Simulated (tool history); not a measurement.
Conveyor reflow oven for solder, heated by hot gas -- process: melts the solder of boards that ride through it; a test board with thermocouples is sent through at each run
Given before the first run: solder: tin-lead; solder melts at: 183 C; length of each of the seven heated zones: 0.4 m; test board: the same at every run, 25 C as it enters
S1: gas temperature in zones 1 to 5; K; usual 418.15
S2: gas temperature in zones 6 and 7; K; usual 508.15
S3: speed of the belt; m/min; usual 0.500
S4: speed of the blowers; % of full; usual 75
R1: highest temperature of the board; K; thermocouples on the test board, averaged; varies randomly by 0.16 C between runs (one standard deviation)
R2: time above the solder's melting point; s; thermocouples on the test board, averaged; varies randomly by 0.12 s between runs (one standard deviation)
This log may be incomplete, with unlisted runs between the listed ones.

{"run": 1, "hour": 0.0, "S1": 418.15, "S2": 508.15, "S3": 0.5, "S4": 75, "R1": 497.55, "R2": 82.8}
{"run": 2, "hour": 55.4, "S1": 418.15, "S2": 508.15, "S3": 0.593, "S4": 75, "R1": 492.65, "R2": 65.8}
{"run": 3, "hour": 92.1, "S1": 422.15, "S2": 508.15, "S3": 0.593, "S4": 75, "R1": 493.65, "R2": 68.1}
{"run": 4, "hour": 144.8, "S1": 422.15, "S2": 508.15, "S3": 0.593, "S4": 75, "R1": 493.45, "R2": 68.1}
{"run": 5, "hour": 170.9, "S1": 422.15, "S2": 508.15, "S3": 0.593, "S4": 75, "R1": 493.15, "R2": 68.0}
{"run": 6, "hour": 198.5, "S1": 422.15, "S2": 508.15, "S3": 0.473, "S4": 75, "R1": 498.75, "R2": 91.3}
{"run": 7, "hour": 258.1, "S1": 422.15, "S2": 508.15, "S3": 0.473, "S4": 75, "R1": 499.15, "R2": 91.8}
{"run": 8, "hour": 287.9, "S1": 419.15, "S2": 508.15, "S3": 0.473, "S4": 75, "R1": 499.15, "R2": 90.2}
{"run": 9, "hour": 314.5, "S1": 422.15, "S2": 508.15, "S3": 0.574, "S4": 75, "R1": 494.75, "R2": 72.0}
{"run": 10, "hour": 348.4, "S1": 422.15, "S2": 498.15, "S3": 0.448, "S4": 58, "R1": 489.75, "R2": 87.8}
{"run": 11, "hour": 389.3, "S1": 425.15, "S2": 512.15, "S3": 0.489, "S4": 64, "R1": 501.85, "R2": 90.4}
{"run": 12, "hour": 420.5, "S1": 409.15, "S2": 501.15, "S3": 0.5, "S4": 75, "R1": 489.65, "R2": 72.4}
{"run": 13, "hour": 474.5, "S1": 409.15, "S2": 501.15, "S3": 0.5, "S4": 75, "R1": 489.75, "R2": 72.1}

Not shown here: 3 entries made in the log between runs. Locate each between two listed runs and compare the hidden state at the listed run before it with the hidden state at the listed run after it:
Runs 1 to 2: belt drive overhauled, speed set with a stopwatch (hour 9.2)
  heat that the gas passes to the board, % of a clean oven's: 96.1 -> 95.8; belt's true speed, % of the reading: 99.35 -> 99.23; true gas temperature in zones 6 and 7 over the reading, C: 0.13 -> 0.09
  measured result minus the result with no hidden state, R1: -0.40 -> -0.60 K; R2: +0.2 -> -0.1 s
Runs 6 to 7: flux residue cleaned out of gas plates and filters (hour 226.5)
  heat that the gas passes to the board, % of a clean oven's: 94.9 -> 99.4; belt's true speed, % of the reading: 99.16 -> 99.14; true gas temperature in zones 6 and 7 over the reading, C: 0 -> -0.04
  measured result minus the result with no hidden state, R1: -0.60 -> +0.10 K; R2: +0.3 -> +0.8 s
Runs 9 to 10: belt drive overhauled, speed set with a stopwatch, once more (hour 345.1)
  heat that the gas passes to the board, % of a clean oven's: 99 -> 98.8; belt's true speed, % of the reading: 99.11 -> 100.05; true gas temperature in zones 6 and 7 over the reading, C: -0.08 -> -0.1
  measured result minus the result with no hidden state, R1: +0.00 -> -0.20 K; R2: +0.6 -> -0.4 s
